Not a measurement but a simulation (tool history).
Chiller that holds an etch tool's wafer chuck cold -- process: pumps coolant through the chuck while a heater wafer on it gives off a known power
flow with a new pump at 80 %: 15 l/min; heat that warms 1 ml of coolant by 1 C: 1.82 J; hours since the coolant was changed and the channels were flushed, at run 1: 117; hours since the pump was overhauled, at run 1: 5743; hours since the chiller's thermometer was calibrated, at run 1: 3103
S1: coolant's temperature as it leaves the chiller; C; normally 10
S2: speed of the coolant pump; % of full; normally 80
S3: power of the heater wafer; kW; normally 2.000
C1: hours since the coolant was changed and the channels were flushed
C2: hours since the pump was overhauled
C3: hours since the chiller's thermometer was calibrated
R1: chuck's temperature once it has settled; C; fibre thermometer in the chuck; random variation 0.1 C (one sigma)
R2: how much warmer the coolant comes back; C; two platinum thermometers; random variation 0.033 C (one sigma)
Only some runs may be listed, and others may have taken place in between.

Run 1, hour 0.0: usual settings; C1 117; C2 5743; C3 3103. Result: R1 22.9 C, R2 4.40 C.
Run 2, hour 82.2: usual settings but S2 65 % of full; C1 199; C2 5825; C3 3185. Result: R1 25.1 C, R2 5.56 C.
Run 3, hour 161.0: usual settings but S2 65 % of full; C1 278; C2 5904; C3 3264. Result: R1 25.0 C, R2 5.55 C.
Run 4, hour 233.8: usual settings but S2 86 % of full; C1 351; C2 5977; C3 3337. Result: R1 22.4 C, R2 4.03 C.
Run 5, hour 378.5: usual settings but S2 86 % of full; C1 496; C2 6121; C3 3481. Result: R1 22.3 C, R2 4.06 C.
Run 6, hour 458.7: usual settings; C1 576; C2 6201; C3 3562. Result: R1 23.2 C, R2 4.41 C.
Run 7, hour 549.4: usual settings; C1 667; C2 6292; C3 3652. Result: R1 23.0 C, R2 4.32 C.
Run 8, hour 671.4: usual settings; C1 789; C2 6414; C3 3774. Result: R1 23.0 C, R2 4.34 C.
Run 9, hour 775.6: usual settings; C1 893; C2 6518; C3 3878. Result: R1 23.1 C, R2 4.36 C.
Run 10, hour 896.8: usual settings; C1 1014; C2 6640; C3 4000. Result: R1 23.0 C, R2 4.37 C.
Run 11, hour 1034.6: usual settings; C1 1152; C2 6777; C3 4137. Result: R1 22.9 C, R2 4.34 C.
Run 12, hour 1109.2: usual settings; C1 1226; C2 6852; C3 4212. Result: R1 23.1 C, R2 4.31 C.
Run 13, hour 1172.2: usual settings; C1 1289; C2 6915; C3 4275. Result: R1 22.9 C, R2 4.31 C.
Run 14, hour 1299.9: usual settings but S3 1.912 kW; C1 1417; C2 7043; C3 4403. Result: R1 22.5 C, R2 4.09 C.
Run 15, hour 1370.5: usual settings but S3 1.912 kW; C1 1488; C2 7113; C3 4473. Result: R1 22.3 C, R2 4.11 C.
Run 16, hour 1455.4: usual settings but S1 2 C; C1 1573; C2 7198; C3 4558. Result: R1 15.1 C, R2 4.28 C.
Run 17, hour 1543.6: usual settings but S2 79 % of full; C1 1661; C2 7286; C3 4646. Result: R1 23.0 C, R2 4.40 C.
Run 18, hour 1692.2: usual settings but S1 16 C, S2 81 % of full, S3 2.903 kW; C1 1809; C2 7435; C3 4795. Result: R1 34.6 C, R2 6.18 C.
Run 19, hour 1764.8: usual settings but S1 16 C, S2 88 % of full, S3 1.156 kW; C1 1882; C2 7508; C3 4868. Result: R1 23.0 C, R2 2.16 C.
Run 20, hour 1878.6: usual settings but S1 1 C, S3 2.707 kW; C1 1996; C2 7621; C3 4981. Result: R1 18.7 C, R2 5.76 C.
Run 21, hour 2008.8: usual settings but S1 1 C, S3 2.707 kW; C1 2126; C2 7752; C3 5112. Result: R1 18.6 C, R2 5.83 C.
Run 22, hour 2107.0: usual settings but S1 18 C, S3 2.707 kW; C1 2224; C2 7850; C3 5210. Result: R1 35.6 C, R2 5.83 C.
Run 23, hour 2174.3: usual settings but S1 19 C, S3 2.194 kW; C1 2292; C2 7917; C3 5277. Result: R1 33.3 C, R2 4.77 C.
Run 24, hour 2309.2: usual settings but S1 3 C, S2 76 % of full, S3 2.556 kW; C1 2426; C2 8052; C3 5412. Result: R1 20.3 C, R2 5.80 C.
At hour 2411.0: chiller's thermometer calibrated.
Run 25, hour 2459.0: usual settings but S1 9 C, S2 91 % of full, S3 2.791 kW; C1 2575; C2 8201; C3 48. Result: R1 25.6 C, R2 5.15 C.
Run 26, hour 2597.4: usual settings but S1 2 C, S2 65 % of full, S3 2.791 kW; C1 2714; C2 8339; C3 186. Result: R1 22.8 C, R2 7.70 C.
Run 27, hour 2670.6: usual settings but S1 2 C, S2 65 % of full, S3 2.791 kW; C1 2787; C2 8412; C3 260. Result: R1 23.0 C, R2 7.69 C.
Run 28, hour 2782.7: usual settings but S1 16 C, S2 79 % of full, S3 1.125 kW; C1 2899; C2 8524; C3 372. Result: R1 23.4 C, R2 2.30 C.
Run 29, hour 2897.0: usual settings but S3 2.794 kW; C1 3013; C2 8639; C3 486. Result: R1 28.0 C, R2 5.93 C.
Run 30, hour 2969.3: usual settings but S3 2.794 kW; C1 3085; C2 8711; C3 558. Result: R1 28.1 C, R2 5.93 C.
Run 31, hour 3106.6: usual settings but S1 3 C, S2 74 % of full; C1 3223; C2 8848; C3 696. Result: R1 16.8 C, R2 4.62 C.
Run 32, hour 3211.9: usual settings but S2 99 % of full; C1 3328; C2 8954; C3 801. Result: R1 21.1 C, R2 3.24 C.

How the hidden state differs across the entries between the runs, from the last listed run before each to the first after it:
Logged between run 24 and run 25: chiller's thermometer calibrated (hour 2411.0)
  coolant's true temperature over the reading, C: 0.01 -> 0; drift of the gauge itself on warmer_back_c, C: -0.15 -> -0.16
  what was measured, less what the result would be without the hidden state, R2: -0.14 -> -0.14 C

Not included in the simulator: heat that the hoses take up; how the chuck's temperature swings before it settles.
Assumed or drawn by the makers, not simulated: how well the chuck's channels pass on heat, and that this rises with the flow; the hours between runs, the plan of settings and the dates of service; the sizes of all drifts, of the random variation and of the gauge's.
